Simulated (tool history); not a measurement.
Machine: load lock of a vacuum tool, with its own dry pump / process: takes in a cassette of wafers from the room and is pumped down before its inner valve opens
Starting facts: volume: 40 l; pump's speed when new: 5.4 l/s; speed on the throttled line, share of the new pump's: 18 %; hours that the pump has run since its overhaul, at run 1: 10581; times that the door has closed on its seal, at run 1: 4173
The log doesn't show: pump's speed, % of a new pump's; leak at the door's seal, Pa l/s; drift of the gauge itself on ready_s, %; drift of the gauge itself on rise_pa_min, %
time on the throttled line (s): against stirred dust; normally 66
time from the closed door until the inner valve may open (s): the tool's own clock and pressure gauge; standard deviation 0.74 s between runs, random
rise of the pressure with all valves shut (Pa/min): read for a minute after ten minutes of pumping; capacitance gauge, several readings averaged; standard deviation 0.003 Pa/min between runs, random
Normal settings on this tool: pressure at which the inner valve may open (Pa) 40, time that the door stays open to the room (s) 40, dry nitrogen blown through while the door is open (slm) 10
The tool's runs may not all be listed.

| run | hour | time on the throttled line (s) | pressure at which the inner valve may open (Pa) | time that the door stays open to the room (s) | dry nitrogen blown through while the door is open (slm) | hours that the pump has run since its overhaul | times that the door has closed on its seal | incoming humidity of the room's air, % | time from the closed door until the inner valve may open (s) | rise of the pressure with all valves shut (Pa/min) |
|---|---|---|---|---|---|---|---|---|---|---|
| 1 | 0.0 | 66 | 40 | 40 | 10 | 10581 | 4173 | 47.1 | 117.1 | 0.088 |
| 2 | 132.4 | 66 | 40 | 40 | 10 | 10713 | 4306 | 45.8 | 116.9 | 0.099 |
| 3 | 270.1 | 66 | 40 | 40 | 10 | 10851 | 4445 | 45.1 | 116.6 | 0.097 |
| 4 | 427.3 | 66 | 40 | 40 | 10 | 11008 | 4603 | 44.0 | 117.0 | 0.098 |
| 5 | 611.1 | 66 | 40 | 40 | 13 | 11192 | 4788 | 45.0 | 118.2 | 0.100 |
| 6 | 782.7 | 66 | 40 | 40 | 10 | 11364 | 4960 | 42.6 | 118.2 | 0.098 |
| 7 | 907.6 | 66 | 40 | 40 | 10 | 11489 | 5086 | 43.9 | 117.1 | 0.104 |
| 8 | 1035.3 | 77 | 40 | 40 | 10 | 11616 | 5214 | 44.0 | 126.1 | 0.110 |
| 9 | 1193.9 | 77 | 40 | 40 | 10 | 11775 | 5374 | 48.9 | 127.0 | 0.115 |
| 10 | 1337.9 | 49 | 40 | 40 | 10 | 11919 | 5518 | 45.3 | 103.8 | 0.113 |
| 11 | 1557.0 | 49 | 40 | 40 | 10 | 12138 | 5739 | 45.1 | 104.8 | 0.114 |
| 12 | 1663.0 | 49 | 40 | 40 | 10 | 12244 | 5845 | 44.7 | 104.2 | 0.117 |
| 13 | 1871.7 | 49 | 40 | 40 | 10 | 12453 | 6055 | 46.3 | 104.6 | 0.124 |
| 14 | 2049.9 | 49 | 40 | 40 | 10 | 12631 | 6234 | 43.8 | 104.8 | 0.132 |
| 15 | 2204.5 | 66 | 40 | 40 | 10 | 12786 | 6390 | 43.1 | 117.8 | 0.125 |
| 16 | 2358.8 | 66 | 40 | 32 | 10 | 12940 | 6545 | 45.3 | 116.8 | 0.122 |
| 17 | 2538.1 | 66 | 40 | 32 | 10 | 13119 | 6725 | 43.1 | 117.0 | 0.126 |
| 18 | 2747.5 | 66 | 40 | 40 | 10 | 13329 | 6936 | 46.7 | 118.4 | 0.148 |
| 19 | 2844.3 | 66 | 40 | 40 | 10 | 13425 | 7033 | 44.2 | 117.7 | 0.141 |
| 20 | 3001.2 | 66 | 40 | 40 | 9 | 13582 | 7191 | 48.8 | 119.3 | 0.145 |
| 21 | 3096.7 | 66 | 40 | 40 | 9 | 13678 | 7287 | 46.4 | 119.5 | 0.151 |
| 22 | 3250.5 | 44 | 76 | 61 | 13 | 13832 | 7442 | 42.1 | 94.2 | 0.151 |
| 23 | 3426.6 | 44 | 76 | 61 | 13 | 14008 | 7619 | 42.1 | 96.1 | 0.157 |
| 24 | 3568.2 | 66 | 35 | 31 | 7 | 14149 | 7761 | 46.2 | 118.8 | 0.148 |
| 25 | 3751.6 | 103 | 65 | 40 | 15 | 14333 | 7946 | 45.7 | 142.9 | 0.152 |
| 26 | 3908.6 | 114 | 35 | 40 | 14 | 14490 | 8104 | 45.8 | 157.8 | 0.155 |
| 27 | 4112.0 | 114 | 35 | 40 | 14 | 14693 | 8308 | 46.6 | 157.7 | 0.158 |
| 28 | 4242.6 | 110 | 40 | 31 | 6 | 14824 | 8439 | 45.5 | 154.6 | 0.164 |
| 29 | 4381.1 | 66 | 32 | 40 | 24 | 14962 | 8579 | 47.9 | 120.2 | 0.167 |
| 30 | 4592.6 | 66 | 28 | 40 | 25 | 15174 | 8791 | 43.1 | 121.7 | 0.161 |
| 31 | 4693.4 | 66 | 61 | 92 | 11 | 15274 | 8893 | 46.1 | 116.5 | 0.201 |
| 32 | 4799.6 | 66 | 31 | 58 | 11 | 15381 | 8999 | 44.4 | 121.4 | 0.184 |
| 33 | 4888.6 | 123 | 40 | 69 | 27 | 15470 | 9089 | 44.2 | 163.6 | 0.178 |

What will run 34 give?
| 34 | 5042.0 | 35 | 38 | 144 | 10 | 15623 | 9243 | 44.0 | ? | ? |

time from the closed door until the inner valve may open (s): 94.7
rise of the pressure with all valves shut (Pa/min): 0.218
Had the tool carried no hidden state, the very same run would have given time from the closed door until the inner valve may open (s) 87.8, rise of the pressure with all valves shut (Pa/min) 0.080.

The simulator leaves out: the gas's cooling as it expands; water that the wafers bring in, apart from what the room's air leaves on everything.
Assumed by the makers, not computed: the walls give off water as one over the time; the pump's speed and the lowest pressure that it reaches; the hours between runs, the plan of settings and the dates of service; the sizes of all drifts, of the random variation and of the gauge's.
